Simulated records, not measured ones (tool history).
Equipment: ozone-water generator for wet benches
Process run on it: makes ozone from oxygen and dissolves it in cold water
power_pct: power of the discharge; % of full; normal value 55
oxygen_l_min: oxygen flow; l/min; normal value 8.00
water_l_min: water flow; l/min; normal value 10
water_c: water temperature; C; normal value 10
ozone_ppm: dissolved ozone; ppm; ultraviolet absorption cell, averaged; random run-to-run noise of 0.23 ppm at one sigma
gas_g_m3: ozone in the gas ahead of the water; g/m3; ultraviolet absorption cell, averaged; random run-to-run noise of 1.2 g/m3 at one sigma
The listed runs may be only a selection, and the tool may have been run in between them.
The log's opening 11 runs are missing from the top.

run 12 hour=648.2 | power_pct=94 oxygen_l_min=8.00 water_l_min=10 water_c=10 | ozone_ppm=53.3 gas_g_m3=326.0
run 13 hour=688.5 | power_pct=94 oxygen_l_min=8.00 water_l_min=10 water_c=10 | ozone_ppm=53.0 gas_g_m3=325.6
run 14 hour=758.1 | power_pct=55 oxygen_l_min=8.00 water_l_min=10 water_c=10 | ozone_ppm=34.4 gas_g_m3=211.0
run 15 hour=842.8 | power_pct=55 oxygen_l_min=8.00 water_l_min=10 water_c=10 | ozone_ppm=34.5 gas_g_m3=211.0
run 16 hour=923.6 | power_pct=55 oxygen_l_min=8.00 water_l_min=8 water_c=10 | ozone_ppm=39.9 gas_g_m3=210.1
run 17 hour=977.1 | power_pct=47 oxygen_l_min=8.00 water_l_min=9 water_c=10 | ozone_ppm=32.9 gas_g_m3=185.8
run 18 hour=1040.0 | power_pct=45 oxygen_l_min=5.81 water_l_min=10 water_c=11 | ozone_ppm=31.0 gas_g_m3=223.4
run 19 hour=1083.8 | power_pct=50 oxygen_l_min=8.00 water_l_min=10 water_c=10 | ozone_ppm=32.2 gas_g_m3=197.8
run 20 hour=1162.3 | power_pct=50 oxygen_l_min=8.00 water_l_min=10 water_c=10 | ozone_ppm=32.0 gas_g_m3=197.3
run 21 hour=1206.1 | power_pct=75 oxygen_l_min=8.53 water_l_min=11 water_c=10 | ozone_ppm=40.8 gas_g_m3=261.0
run 22 hour=1257.8 | power_pct=50 oxygen_l_min=8.00 water_l_min=10 water_c=10 | ozone_ppm=31.9 gas_g_m3=199.3
run 23 hour=1314.9 | power_pct=50 oxygen_l_min=8.00 water_l_min=10 water_c=10 | ozone_ppm=32.0 gas_g_m3=197.5
run 24 hour=1389.2 | power_pct=55 oxygen_l_min=7.18 water_l_min=10 water_c=6 | ozone_ppm=38.7 gas_g_m3=227.0
run 25 hour=1426.7 | power_pct=55 oxygen_l_min=7.18 water_l_min=10 water_c=6 | ozone_ppm=38.9 gas_g_m3=230.8
run 26 hour=1503.6 | power_pct=57 oxygen_l_min=7.18 water_l_min=10 water_c=6 | ozone_ppm=40.5 gas_g_m3=237.1
run 27 hour=1552.9 | power_pct=55 oxygen_l_min=4.51 water_l_min=7 water_c=10 | ozone_ppm=51.6 gas_g_m3=310.0
run 28 hour=1637.2 | power_pct=46 oxygen_l_min=12.21 water_l_min=7 water_c=10 | ozone_ppm=31.1 gas_g_m3=144.1
run 29 hour=1683.3 | power_pct=88 oxygen_l_min=11.33 water_l_min=15 water_c=7 | ozone_ppm=36.7 gas_g_m3=249.9
run 30 hour=1763.6 | power_pct=77 oxygen_l_min=8.43 water_l_min=7 water_c=8 | ozone_ppm=57.4 gas_g_m3=273.0

Predict each of these 4 candidate next runs independently; none follows another, all start after run 30:
run A hour=1805.3 | power_pct=55 oxygen_l_min=8.00 water_l_min=12 water_c=10 | ozone_ppm=? gas_g_m3=?
run B hour=1805.3 | power_pct=58 oxygen_l_min=8.00 water_l_min=6 water_c=7 | ozone_ppm=? gas_g_m3=?
run C hour=1805.3 | power_pct=81 oxygen_l_min=10.61 water_l_min=10 water_c=7 | ozone_ppm=? gas_g_m3=?
run D hour=1805.3 | power_pct=63 oxygen_l_min=10.54 water_l_min=10 water_c=15 | ozone_ppm=? gas_g_m3=?

run=A ozone_ppm=30.1 gas_g_m3=214.4
run=B ozone_ppm=51.9 gas_g_m3=226.0
run=C ozone_ppm=46.7 gas_g_m3=243.4
run=D ozone_ppm=31.4 gas_g_m3=200.6
Without the tool's hidden state the same runs would have given:
run=A ozone_ppm=30.2 gas_g_m3=208.5
run=B ozone_ppm=51.9 gas_g_m3=219.8
run=C ozone_ppm=46.7 gas_g_m3=236.8
run=D ozone_ppm=31.4 gas_g_m3=195.1
